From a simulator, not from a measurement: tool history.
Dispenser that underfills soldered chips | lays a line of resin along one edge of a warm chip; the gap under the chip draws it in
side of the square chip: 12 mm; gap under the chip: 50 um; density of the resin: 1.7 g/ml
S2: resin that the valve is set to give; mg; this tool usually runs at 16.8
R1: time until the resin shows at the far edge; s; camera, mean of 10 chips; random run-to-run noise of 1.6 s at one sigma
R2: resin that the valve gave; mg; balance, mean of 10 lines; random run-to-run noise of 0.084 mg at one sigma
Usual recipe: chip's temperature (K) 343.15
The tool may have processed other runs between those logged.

Run 1, hour 0: usual settings. Result: R1 175 s, R2 16.4 mg.
Run 2, hour 7.3: usual settings. Result: R1 230.4 s, R2 16.43 mg.
At hour 12.1: new syringe of resin.
Run 3, hour 15.1: usual settings. Result: R1 167.9 s, R2 16.29 mg.
Run 4, hour 23.1: usual settings but S2 17.5 mg. Result: R1 224.9 s, R2 16.84 mg.
At hour 29.3: new syringe of resin.
Run 5, hour 34: usual settings. Result: R1 175.5 s, R2 16.28 mg.
Run 6, hour 43.3: usual settings. Result: R1 256.7 s, R2 16.2 mg.
At hour 45.7: new syringe of resin.
Run 7, hour 49.7: usual settings. Result: R1 172.1 s, R2 16.03 mg.
Run 8, hour 58.9: usual settings but chip's temperature (K) 332.15. Result: R1 364.3 s, R2 16.02 mg.
At hour 62.5: new syringe of resin.
Run 9, hour 66.6: usual settings but chip's temperature (K) 332.15. Result: R1 248.8 s, R2 16.03 mg.
Run 10, hour 76: usual settings but chip's temperature (K) 342.15. Result: R1 247.7 s, R2 16.01 mg.
At hour 79.4: new syringe of resin.
Run 11, hour 82.1: usual settings but chip's temperature (K) 342.15. Result: R1 167.9 s, R2 16.01 mg.
Run 12, hour 90.9: usual settings but chip's temperature (K) 342.15. Result: R1 236.3 s, R2 15.86 mg.
At hour 95.9: new syringe of resin.
Run 13, hour 100.5: usual settings but chip's temperature (K) 330.15. Result: R1 265.4 s, R2 15.79 mg.
Run 14, hour 105.3: usual settings but chip's temperature (K) 338.15. Result: R1 249 s, R2 15.84 mg.
At hour 112.4: new syringe of resin.
Run 15, hour 115.4: usual settings but chip's temperature (K) 338.15. Result: R1 190 s, R2 15.65 mg.
Run 16, hour 125.8: usual settings but chip's temperature (K) 338.15. Result: R1 292.9 s, R2 15.63 mg.
At hour 129.4: new syringe of resin.
Run 17, hour 137: usual settings but chip's temperature (K) 357.15, S2 14.5 mg. Result: R1 131 s, R2 13.49 mg.
At hour 146: new syringe of resin.
Run 18, hour 146.4: usual settings but chip's temperature (K) 355.15, S2 16 mg. Result: R1 101.7 s, R2 14.88 mg.
At hour 149.6: dispensing valve cleaned and set on the balance.
Run 19, hour 157.5: usual settings but chip's temperature (K) 355.15, S2 16 mg. Result: R1 144.4 s, R2 16.05 mg.
At hour 164: new syringe of resin.
Run 20, hour 165.2: usual settings but chip's temperature (K) 342.15, S2 17 mg. Result: R1 150.8 s, R2 16.88 mg.

Run by run, hidden condition taken away, random variation retained:
Hidden state at play: resin's viscosity, % of fresh resin's; dose that the valve gives, % of what is set; true chip temperature over the reading, C; drift of the gauge itself on fill_s, %; drift of the gauge itself on given_mg, %.
run     R1     R2
  1  159.2  16.81
  2  157.5  16.88
  3  162.1  16.78
  4  159.1   17.4
  5  157.9  16.88
  6  160.6  16.86
  7  160.6  16.72
  8  238.9  16.76
  9  236.9  16.82
 10  162.2  16.85
 11  164.9  16.89
 12  164.4  16.79
 13  247.2  16.78
 14  191.1  16.86
 15  186.8  16.72
 16  191.9  16.76
 17  105.1  14.52
 18  108.6  16.07
 19  106.7  16.11
 20  163.2  16.97
